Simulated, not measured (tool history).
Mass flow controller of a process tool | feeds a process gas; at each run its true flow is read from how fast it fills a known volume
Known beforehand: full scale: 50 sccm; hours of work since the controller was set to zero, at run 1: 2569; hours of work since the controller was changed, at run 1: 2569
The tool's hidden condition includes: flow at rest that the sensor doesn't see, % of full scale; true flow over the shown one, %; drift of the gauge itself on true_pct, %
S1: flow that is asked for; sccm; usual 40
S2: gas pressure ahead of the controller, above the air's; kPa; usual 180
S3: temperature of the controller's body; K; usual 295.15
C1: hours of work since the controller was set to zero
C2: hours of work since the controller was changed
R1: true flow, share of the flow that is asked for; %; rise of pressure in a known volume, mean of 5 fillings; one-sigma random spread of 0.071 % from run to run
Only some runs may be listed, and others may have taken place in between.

Run 1, hour 0: usual settings; C1 2569; C2 2569. Result: R1 100.45 %.
Run 2, hour 111.3: usual settings; C1 2619; C2 2619. Result: R1 100.54 %.
Run 3, hour 286.3: usual settings; C1 2699; C2 2699. Result: R1 100.66 %.
Run 4, hour 437.1: usual settings; C1 2768; C2 2768. Result: R1 100.53 %.
Run 5, hour 652.1: usual settings but S3 300.15 K; C1 2865; C2 2865. Result: R1 100.8 %.
Run 6, hour 852.5: usual settings but S3 300.15 K; C1 2957; C2 2957. Result: R1 100.79 %.
Run 7, hour 1048.3: usual settings but S3 300.15 K; C1 3046; C2 3046. Result: R1 100.83 %.
Run 8, hour 1146.9: usual settings; C1 3091; C2 3091. Result: R1 100.64 %.
Run 9, hour 1327.5: usual settings but S1 45 sccm; C1 3173; C2 3173. Result: R1 100.85 %.
Run 10, hour 1541.1: usual settings; C1 3270; C2 3270. Result: R1 100.76 %.
Run 11, hour 1695.2: usual settings but S1 10 sccm; C1 3340; C2 3340. Result: R1 98.17 %.
Run 12, hour 1854: usual settings but S1 34 sccm; C1 3412; C2 3412. Result: R1 100.72 %.
Run 13, hour 2062.2: usual settings but S1 7 sccm; C1 3507; C2 3507. Result: R1 97.08 %.
Run 14, hour 2248: usual settings but S1 9 sccm; C1 3592; C2 3592. Result: R1 97.97 %.
Run 15, hour 2341.4: usual settings but S1 9 sccm, S2 148 kPa; C1 3634; C2 3634. Result: R1 98.04 %.
Run 16, hour 2548.5: usual settings but S1 9 sccm, S2 148 kPa; C1 3728; C2 3728. Result: R1 97.96 %.
Run 17, hour 2730.8: usual settings but S1 9 sccm, S2 148 kPa; C1 3811; C2 3811. Result: R1 98.04 %.
Run 18, hour 2823.8: usual settings but S1 9 sccm, S2 148 kPa; C1 3854; C2 3854. Result: R1 98.05 %.
Run 19, hour 2910.7: usual settings; C1 3893; C2 3893. Result: R1 101.04 %.
Run 20, hour 3087.9: usual settings but S2 214 kPa; C1 3974; C2 3974. Result: R1 100.89 %.
Run 21, hour 3175.9: usual settings but S2 214 kPa; C1 4014; C2 4014. Result: R1 100.89 %.
Run 22, hour 3348.6: usual settings but S2 214 kPa; C1 4092; C2 4092. Result: R1 100.99 %.
Run 23, hour 3468.5: usual settings but S2 214 kPa, S3 297.15 K; C1 4147; C2 4147. Result: R1 101.03 %.
Run 24, hour 3670.4: usual settings but S2 214 kPa, S3 297.15 K; C1 4239; C2 4239. Result: R1 100.91 %.
Run 25, hour 3846.8: usual settings but S2 214 kPa, S3 297.15 K; C1 4319; C2 4319. Result: R1 101.11 %.
Run 26, hour 4055.9: usual settings; C1 4414; C2 4414. Result: R1 101.19 %.
Run 27, hour 4229.5: usual settings but S1 9 sccm, S3 306.15 K; C1 4493; C2 4493. Result: R1 98.17 %.
Run 28, hour 4388.8: usual settings but S1 9 sccm, S3 306.15 K; C1 4566; C2 4566. Result: R1 98.2 %.
Run 29, hour 4530.4: usual settings but S1 28 sccm, S3 293.15 K; C1 4630; C2 4630. Result: R1 100.63 %.
Run 30, hour 4711.8: usual settings but S1 28 sccm, S3 293.15 K; C1 4713; C2 4713. Result: R1 100.57 %.
Run 31, hour 4914: usual settings but S1 8 sccm, S2 223 kPa, S3 293.15 K; C1 4805; C2 4805. Result: R1 96.95 %.
Run 32, hour 5037: usual settings but S1 17 sccm, S3 301.15 K; C1 4861; C2 4861. Result: R1 99.92 %.
Run 33, hour 5226: usual settings but S1 17 sccm, S3 301.15 K; C1 4946; C2 4946. Result: R1 99.92 %.
Run 34, hour 5413.3: usual settings but S1 17 sccm, S2 216 kPa; C1 5032; C2 5032. Result: R1 99.35 %.
Run 35, hour 5536.7: usual settings but S2 204 kPa; C1 5088; C2 5088. Result: R1 101.39 %.
Run 36, hour 5733: usual settings but S2 204 kPa; C1 5177; C2 5177. Result: R1 101.27 %.
Run 37, hour 5940.5: usual settings but S1 6 sccm; C1 5272; C2 5272. Result: R1 95.79 %.
Run 38, hour 6089.2: usual settings but S1 29 sccm, S2 271 kPa, S3 298.15 K; C1 5339; C2 5339. Result: R1 100.56 %.
Run 39, hour 6290: usual settings but S1 29 sccm, S2 271 kPa, S3 298.15 K; C1 5431; C2 5431. Result: R1 100.42 %.
Run 40, hour 6412.1: usual settings but S2 151 kPa, S3 296.15 K; C1 5486; C2 5486. Result: R1 101.82 %.
Run 41, hour 6596.5: usual settings but S1 8 sccm, S2 170 kPa, S3 302.15 K; C1 5570; C2 5570. Result: R1 97.57 %.
Run 42, hour 6760.1: usual settings but S1 5 sccm, S2 194 kPa, S3 303.15 K; C1 5645; C2 5645. Result: R1 94.55 %.
Run 43, hour 6917.3: usual settings but S1 5 sccm, S2 194 kPa, S3 303.15 K; C1 5716; C2 5716. Result: R1 94.45 %.
Run 44, hour 7068.4: usual settings but S1 6 sccm, S3 304.15 K; C1 5785; C2 5785. Result: R1 95.87 %.
Run 45, hour 7173.2: usual settings but S1 26 sccm, S3 309.15 K; C1 5832; C2 5832. Result: R1 101.35 %.
Run 46, hour 7374.1: usual settings but S1 19 sccm, S2 247 kPa; C1 5924; C2 5924. Result: R1 99.74 %.
Run 47, hour 7484.1: usual settings but S1 23 sccm, S3 296.15 K; C1 5974; C2 5974. Result: R1 100.82 %.

Here are 5 independent what-if runs from the current tool condition. What would each one return?
Run A, hour 7647.7: usual settings but S1 6 sccm, S2 217 kPa, S3 296.15 K; C1 6048; C2 6048. Result: R1 ?.
Run B, hour 7647.7: usual settings but S1 23 sccm, S2 203 kPa; C1 6048; C2 6048. Result: R1 ?.
Run C, hour 7647.7: usual settings but S1 23 sccm, S2 169 kPa, S3 302.15 K; C1 6048; C2 6048. Result: R1 ?.
Run D, hour 7647.7: usual settings but S1 23 sccm, S2 257 kPa, S3 296.15 K; C1 6048; C2 6048. Result: R1 ?.
Run E, hour 7647.7: usual settings but S1 23 sccm, S2 185 kPa, S3 296.15 K; C1 6048; C2 6048. Result: R1 ?.

run      R1
  A   95.17
  B  100.51
  C  101.07
  D  100.04
  E  100.68
With the hidden condition removed and each run's random variation left untouched, the same runs would have given:
run     R1
  A  98.35
  B  98.98
  C  99.55
  D  98.52
  E  99.16

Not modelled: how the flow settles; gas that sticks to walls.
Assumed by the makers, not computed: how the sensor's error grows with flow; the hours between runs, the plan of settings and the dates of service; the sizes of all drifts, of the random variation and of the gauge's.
